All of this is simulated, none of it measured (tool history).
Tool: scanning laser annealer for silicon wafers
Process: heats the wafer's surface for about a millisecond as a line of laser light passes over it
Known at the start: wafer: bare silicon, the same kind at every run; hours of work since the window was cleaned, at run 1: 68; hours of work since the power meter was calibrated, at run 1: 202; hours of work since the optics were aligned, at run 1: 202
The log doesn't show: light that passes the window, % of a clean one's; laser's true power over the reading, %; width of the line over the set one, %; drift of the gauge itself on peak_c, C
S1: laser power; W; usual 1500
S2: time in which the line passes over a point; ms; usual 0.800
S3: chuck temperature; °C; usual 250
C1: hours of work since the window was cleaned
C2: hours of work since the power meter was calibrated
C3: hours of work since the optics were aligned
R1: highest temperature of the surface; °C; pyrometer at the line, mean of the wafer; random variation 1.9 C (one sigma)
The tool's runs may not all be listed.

run 1 hour=0.0 | S1=1500 S2=0.800 S3=250 | C1=68 C2=202 C3=202 | R1=1074
run 2 hour=5.4 | S1=1500 S2=0.800 S3=250 | C1=71 C2=206 C3=206 | R1=1081
run 3 hour=10.0 | S1=1500 S2=0.800 S3=250 | C1=74 C2=209 C3=209 | R1=1076
run 4 hour=18.6 | S1=1553 S2=0.800 S3=250 | C1=80 C2=214 C3=214 | R1=1114
run 5 hour=26.2 | S1=1553 S2=0.800 S3=250 | C1=85 C2=220 C3=220 | R1=1110
run 6 hour=31.8 | S1=1553 S2=0.800 S3=250 | C1=89 C2=223 C3=223 | R1=1112
run 7 hour=41.0 | S1=1553 S2=0.800 S3=250 | C1=95 C2=230 C3=230 | R1=1113
run 8 hour=46.3 | S1=1553 S2=0.800 S3=250 | C1=99 C2=233 C3=233 | R1=1113
run 9 hour=55.3 | S1=1553 S2=0.800 S3=250 | C1=105 C2=239 C3=239 | R1=1111
run 10 hour=61.1 | S1=1521 S2=0.800 S3=250 | C1=109 C2=243 C3=243 | R1=1087
run 11 hour=65.6 | S1=1500 S2=0.800 S3=250 | C1=112 C2=246 C3=246 | R1=1077
run 12 hour=73.5 | S1=1500 S2=0.800 S3=250 | C1=117 C2=252 C3=252 | R1=1072
run 13 hour=79.8 | S1=1500 S2=0.800 S3=250 | C1=122 C2=256 C3=256 | R1=1071
run 14 hour=87.1 | S1=1500 S2=0.800 S3=250 | C1=127 C2=261 C3=261 | R1=1077
run 15 hour=96.3 | S1=1500 S2=0.800 S3=250 | C1=133 C2=267 C3=267 | R1=1076
run 16 hour=104.6 | S1=1500 S2=0.800 S3=250 | C1=138 C2=273 C3=273 | R1=1073
run 17 hour=111.2 | S1=1500 S2=0.800 S3=280 | C1=143 C2=277 C3=277 | R1=1106
run 18 hour=119.2 | S1=1500 S2=0.800 S3=280 | C1=148 C2=283 C3=283 | R1=1101
run 19 hour=126.2 | S1=1500 S2=0.800 S3=280 | C1=153 C2=287 C3=287 | R1=1104
run 20 hour=134.9 | S1=1500 S2=0.800 S3=280 | C1=159 C2=293 C3=293 | R1=1100
run 21 hour=143.3 | S1=1500 S2=0.800 S3=280 | C1=165 C2=299 C3=299 | R1=1104
run 22 hour=152.1 | S1=1500 S2=0.594 S3=230 | C1=171 C2=305 C3=305 | R1=922
run 23 hour=158.0 | S1=1500 S2=0.800 S3=257 | C1=175 C2=309 C3=309 | R1=1079
-- hour=163.7 optics aligned, line set to its width
run 24 hour=169.3 | S1=1500 S2=0.800 S3=257 | C1=179 C2=313 C3=4 | R1=1081
run 25 hour=177.0 | S1=1500 S2=0.800 S3=257 | C1=184 C2=319 C3=9 | R1=1075
run 26 hour=182.4 | S1=1548 S2=0.825 S3=232 | C1=188 C2=322 C3=13 | R1=1096
-- hour=188.1 optics aligned, line set to its width, once more
run 27 hour=197.2 | S1=1548 S2=0.825 S3=232 | C1=195 C2=329 C3=6 | R1=1103
run 28 hour=206.8 | S1=1548 S2=0.825 S3=232 | C1=201 C2=335 C3=13 | R1=1100
run 29 hour=210.9 | S1=1471 S2=0.839 S3=232 | C1=204 C2=338 C3=15 | R1=1055
run 30 hour=216.1 | S1=1636 S2=0.578 S3=212 | C1=207 C2=342 C3=19 | R1=966
run 31 hour=224.1 | S1=1636 S2=0.656 S3=253 | C1=213 C2=347 C3=24 | R1=1063
run 32 hour=229.9 | S1=1520 S2=0.619 S3=268 | C1=217 C2=351 C3=28 | R1=989
run 33 hour=235.6 | S1=1552 S2=0.664 S3=268 | C1=221 C2=355 C3=32 | R1=1036
run 34 hour=242.0 | S1=1552 S2=0.664 S3=268 | C1=225 C2=359 C3=37 | R1=1035
run 35 hour=246.3 | S1=1643 S2=0.682 S3=272 | C1=228 C2=362 C3=39 | R1=1106
run 36 hour=252.7 | S1=1420 S2=0.670 S3=250 | C1=232 C2=366 C3=44 | R1=946
run 37 hour=258.6 | S1=1420 S2=0.670 S3=286 | C1=236 C2=370 C3=48 | R1=982
run 38 hour=263.7 | S1=1500 S2=0.800 S3=242 | C1=240 C2=374 C3=51 | R1=1063
run 39 hour=273.5 | S1=1500 S2=0.671 S3=242 | C1=246 C2=381 C3=58 | R1=984
run 40 hour=280.5 | S1=1640 S2=0.927 S3=272 | C1=251 C2=385 C3=63 | R1=1257

Some steps in R1 between neighbouring runs. How much of each would the tool show without its hidden state too (settings, what came in, random variation), and how much is left for the hidden state, with any gauge scatter that isn't in both results?
Run 21 -> 22: S2 0.800 -> 0.594, S3 280 -> 230. R1 -182 °C: hidden state +2, all else -184.
Run 35 -> 36: S1 1643 -> 1420, S2 0.682 -> 0.670, S3 272 -> 250. R1 -160 °C: hidden state +1, all else -161.
Run 37 -> 38: S1 1420 -> 1500, S2 0.670 -> 0.800, S3 286 -> 242. R1 +81 °C: hidden state -3, all else +84.
Run 39 -> 40: S1 1500 -> 1640, S2 0.671 -> 0.927, S3 242 -> 272. R1 +273 °C: hidden state -5, all else +278.
